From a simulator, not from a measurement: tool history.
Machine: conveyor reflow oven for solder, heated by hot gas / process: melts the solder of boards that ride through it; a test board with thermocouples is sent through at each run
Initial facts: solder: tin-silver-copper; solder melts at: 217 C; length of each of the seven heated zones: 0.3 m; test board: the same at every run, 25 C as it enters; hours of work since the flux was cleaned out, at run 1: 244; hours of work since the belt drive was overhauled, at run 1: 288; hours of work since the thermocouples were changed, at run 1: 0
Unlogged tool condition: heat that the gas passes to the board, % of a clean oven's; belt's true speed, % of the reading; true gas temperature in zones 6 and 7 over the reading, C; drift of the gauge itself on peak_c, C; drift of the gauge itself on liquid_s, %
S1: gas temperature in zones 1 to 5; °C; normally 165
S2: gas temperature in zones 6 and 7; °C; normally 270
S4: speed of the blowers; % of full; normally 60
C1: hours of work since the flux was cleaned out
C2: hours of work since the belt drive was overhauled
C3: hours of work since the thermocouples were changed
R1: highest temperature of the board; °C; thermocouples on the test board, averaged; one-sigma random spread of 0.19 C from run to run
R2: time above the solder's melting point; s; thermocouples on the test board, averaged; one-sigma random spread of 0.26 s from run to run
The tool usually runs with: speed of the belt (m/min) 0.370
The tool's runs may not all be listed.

Run 1, hour 0.0: usual settings; C1 244; C2 288; C3 0. Result: R1 252.4 °C, R2 69.7 s.
Run 2, hour 8.4: usual settings; C1 251; C2 294; C3 6. Result: R1 252.0 °C, R2 69.3 s.
Run 3, hour 28.8: usual settings but speed of the belt (m/min) 0.348; C1 266; C2 310; C3 22. Result: R1 254.2 °C, R2 76.5 s.
Run 4, hour 37.4: usual settings but speed of the belt (m/min) 0.348; C1 273; C2 316; C3 28. Result: R1 254.7 °C, R2 76.8 s.
Run 5, hour 47.9: usual settings but S4 70 % of full; C1 281; C2 324; C3 36. Result: R1 254.6 °C, R2 71.9 s.
Run 6, hour 61.7: usual settings but S4 70 % of full; C1 291; C2 335; C3 47. Result: R1 254.1 °C, R2 71.3 s.
Run 7, hour 74.4: usual settings but S4 70 % of full; C1 301; C2 344; C3 57. Result: R1 253.8 °C, R2 72.3 s.
Run 8, hour 86.1: usual settings; C1 310; C2 353; C3 65. Result: R1 252.0 °C, R2 69.2 s.
Run 9, hour 99.5: usual settings; C1 320; C2 363; C3 76. Result: R1 251.7 °C, R2 69.4 s.
Run 10, hour 113.7: usual settings; C1 331; C2 374; C3 86. Result: R1 251.8 °C, R2 69.8 s.
Run 11, hour 126.9: usual settings; C1 341; C2 384; C3 96. Result: R1 252.0 °C, R2 69.1 s.
Run 12, hour 145.4: usual settings; C1 355; C2 398; C3 110. Result: R1 251.8 °C, R2 68.9 s.
Run 13, hour 156.4: usual settings; C1 363; C2 407; C3 119. Result: R1 251.8 °C, R2 69.4 s.
At hour 162.2: flux residue cleaned out of gas plates and filters.
Run 14, hour 177.1: usual settings; C1 11; C2 418; C3 131. Result: R1 251.3 °C, R2 68.4 s.
Run 15, hour 192.4: usual settings; C1 23; C2 430; C3 142. Result: R1 251.0 °C, R2 68.6 s.
At hour 210.1: flux residue cleaned out of gas plates and filters, once more.
Run 16, hour 213.0: usual settings but S2 275 °C; C1 2; C2 442; C3 154. Result: R1 258.7 °C, R2 75.9 s.
Run 17, hour 229.7: usual settings but S1 174 °C, speed of the belt (m/min) 0.316; C1 15; C2 455; C3 167. Result: R1 260.2 °C, R2 95.9 s.

The next listed run, before its measurement:
Run 18, hour 245.1: usual settings but S1 174 °C, speed of the belt (m/min) 0.316; C1 27; C2 466; C3 179. Result: R1 ?, R2 ?.

{"run 18": {"R1": 260.1, "R2": 96.1}}
With no hidden state in the tool, this same run would have given R1 259.4 °C, R2 94.2 s.

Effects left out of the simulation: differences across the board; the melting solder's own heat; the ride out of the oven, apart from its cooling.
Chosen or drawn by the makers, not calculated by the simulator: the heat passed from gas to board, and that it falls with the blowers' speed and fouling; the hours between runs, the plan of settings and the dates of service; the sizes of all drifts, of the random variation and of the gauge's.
